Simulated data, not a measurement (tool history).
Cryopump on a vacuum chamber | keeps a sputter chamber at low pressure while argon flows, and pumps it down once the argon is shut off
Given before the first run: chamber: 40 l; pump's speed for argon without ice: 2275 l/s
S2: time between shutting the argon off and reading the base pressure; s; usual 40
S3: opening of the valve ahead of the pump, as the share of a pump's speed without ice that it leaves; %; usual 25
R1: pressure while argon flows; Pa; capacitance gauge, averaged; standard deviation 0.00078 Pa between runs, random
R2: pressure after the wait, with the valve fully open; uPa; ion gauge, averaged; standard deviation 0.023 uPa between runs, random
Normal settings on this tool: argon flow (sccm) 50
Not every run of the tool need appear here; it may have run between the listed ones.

Run 1, hour 0.0: usual settings. Result: R1 0.1530 Pa, R2 1.85 uPa.
Run 2, hour 29.2: usual settings. Result: R1 0.1522 Pa, R2 1.88 uPa.
Run 3, hour 57.7: usual settings. Result: R1 0.1525 Pa, R2 1.94 uPa.
Run 4, hour 75.4: usual settings. Result: R1 0.1539 Pa, R2 1.95 uPa.
Run 5, hour 90.0: usual settings but argon flow (sccm) 91. Result: R1 0.2809 Pa, R2 1.93 uPa.
Run 6, hour 108.9: usual settings but argon flow (sccm) 91. Result: R1 0.2782 Pa, R2 1.93 uPa.
Run 7, hour 124.1: usual settings but S2 47 s. Result: R1 0.1533 Pa, R2 1.86 uPa.
Run 8, hour 137.9: usual settings but S2 47 s. Result: R1 0.1532 Pa, R2 1.86 uPa.
Run 9, hour 168.3: usual settings but S2 47 s. Result: R1 0.1551 Pa, R2 1.86 uPa.
Run 10, hour 182.2: usual settings but S2 47 s. Result: R1 0.1535 Pa, R2 1.91 uPa.
Run 11, hour 208.2: usual settings but argon flow (sccm) 32. Result: R1 0.0985 Pa, R2 2.04 uPa.
Run 12, hour 224.3: usual settings but argon flow (sccm) 32. Result: R1 0.0982 Pa, R2 1.99 uPa.
Run 13, hour 244.5: usual settings but S3 50 %. Result: R1 0.0798 Pa, R2 1.99 uPa.
Run 14, hour 268.7: usual settings but S2 71 s. Result: R1 0.1552 Pa, R2 1.77 uPa.
Run 15, hour 293.4: usual settings but S3 18 %. Result: R1 0.2133 Pa, R2 2.02 uPa.
Run 16, hour 315.3: usual settings but S3 18 %. Result: R1 0.2130 Pa, R2 2.00 uPa.
Run 17, hour 335.4: usual settings but S3 18 %. Result: R1 0.2103 Pa, R2 2.03 uPa.
Run 18, hour 360.4: usual settings but argon flow (sccm) 36, S3 18 %. Result: R1 0.1540 Pa, R2 2.02 uPa.
Run 19, hour 379.8: usual settings but argon flow (sccm) 36, S3 18 %. Result: R1 0.1520 Pa, R2 2.04 uPa.
Run 20, hour 398.8: usual settings but argon flow (sccm) 53, S2 30 s, S3 41 %. Result: R1 0.1034 Pa, R2 2.22 uPa.
Run 21, hour 417.3: usual settings but argon flow (sccm) 94, S2 180 s, S3 24 %. Result: R1 0.3055 Pa, R2 1.61 uPa.

Predict the results of run 22:
Run 22, hour 446.1: usual settings but argon flow (sccm) 27. Result: R1 ?, R2 ?.

R1: 0.0833 Pa
R2: 2.04 uPa
On a tool with no hidden condition, and with the same random variation, this run would have come out at R1 0.0792 Pa, R2 0.70 uPa.
